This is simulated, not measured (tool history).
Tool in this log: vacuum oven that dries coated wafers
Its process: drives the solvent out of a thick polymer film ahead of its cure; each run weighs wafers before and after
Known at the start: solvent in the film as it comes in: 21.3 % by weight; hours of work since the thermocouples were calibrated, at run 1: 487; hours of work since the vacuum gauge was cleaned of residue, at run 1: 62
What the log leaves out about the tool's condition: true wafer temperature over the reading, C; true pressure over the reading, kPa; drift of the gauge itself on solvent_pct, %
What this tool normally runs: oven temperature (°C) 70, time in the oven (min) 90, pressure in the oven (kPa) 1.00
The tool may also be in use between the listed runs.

run	hour	oven temperature (°C)	time in the oven (min)	pressure in the oven (kPa)	hours of work since the thermocouples were calibrated	hours of work since the vacuum gauge was cleaned of residue	solvent left in the film (%)
1	0.0	70	90	1.00	487	62	2.60
2	8.9	74	90	1.00	492	68	1.86
3	22.7	74	90	1.00	500	76	1.92
4	35.9	74	90	1.00	508	84	1.77
5	44.0	70	119	1.00	513	88	2.25
6	51.7	70	119	1.00	517	93	2.21
7	68.9	70	119	1.00	527	103	2.22
8	81.0	63	90	1.00	535	110	5.52
9	93.8	63	90	1.00	542	117	5.48
10	107.7	63	88	1.00	550	126	5.63
11	124.1	63	88	1.00	560	135	5.60
12	138.2	63	88	1.00	568	144	5.66
13	146.4	63	88	1.00	573	148	5.69
14	159.8	63	88	1.00	581	156	5.77
15	174.4	70	90	0.67	589	165	2.17
16	190.1	70	90	1.00	599	174	2.73
17	204.0	70	90	1.00	607	182	2.79
18	215.8	70	90	1.00	614	189	2.81
19	224.2	70	158	1.00	619	194	2.11
20	233.5	70	158	1.00	624	200	2.12
21	244.7	75	158	1.00	631	206	1.67
22	252.6	75	158	1.00	635	211	1.70
23	267.3	70	97	1.00	644	219	2.62
24	281.9	70	97	1.00	653	228	2.60
25	290.0	70	97	1.00	657	233	2.56
26	298.0	70	97	1.00	662	237	2.65
27	306.1	70	97	1.00	667	242	2.69
28	313.9	70	97	1.00	671	247	2.68
29	329.1	70	97	1.00	680	256	2.68
30	341.5	59	96	1.00	688	263	7.70
# hour 344.6: oven's thermocouples calibrated
31	353.2	70	65	0.75	5	269	3.05
32	363.3	85	99	0.60	11	275	0.76
33	375.5	85	99	0.60	18	282	0.78
34	383.0	70	84	0.57	23	286	2.00
35	396.1	60	49	2.94	30	294	13.42
36	406.7	64	70	2.94	36	300	9.56
37	423.7	70	50	1.81	46	310	5.77
38	440.7	63	48	1.00	56	320	8.74
39	456.8	63	90	1.86	66	330	6.98
40	470.1	70	69	1.01	74	337	3.38
41	482.7	70	58	1.63	81	345	5.11
42	499.0	78	69	0.99	91	354	1.59
43	510.2	72	69	0.76	97	361	2.43
44	522.6	70	106	1.00	105	368	2.41
45	534.1	70	106	1.00	111	375	2.45
46	545.5	70	55	1.00	118	382	4.27
47	554.2	70	55	1.00	123	387	4.14

Consider 3 possible next runs. They are alternatives, not a sequence: every one starts from the tool as it was left by run 47. What does each give?
A	561.6	58	90	1.00	127	391	?
B	561.6	70	90	1.00	127	391	?
C	561.6	64	123	2.35	127	391	?

run	solvent left in the film (%)
A	8.10
B	2.68
C	6.85
Had the tool no hidden state, the same runs would have come out as:
run	solvent left in the film (%)
A	7.60
B	2.35
C	6.40

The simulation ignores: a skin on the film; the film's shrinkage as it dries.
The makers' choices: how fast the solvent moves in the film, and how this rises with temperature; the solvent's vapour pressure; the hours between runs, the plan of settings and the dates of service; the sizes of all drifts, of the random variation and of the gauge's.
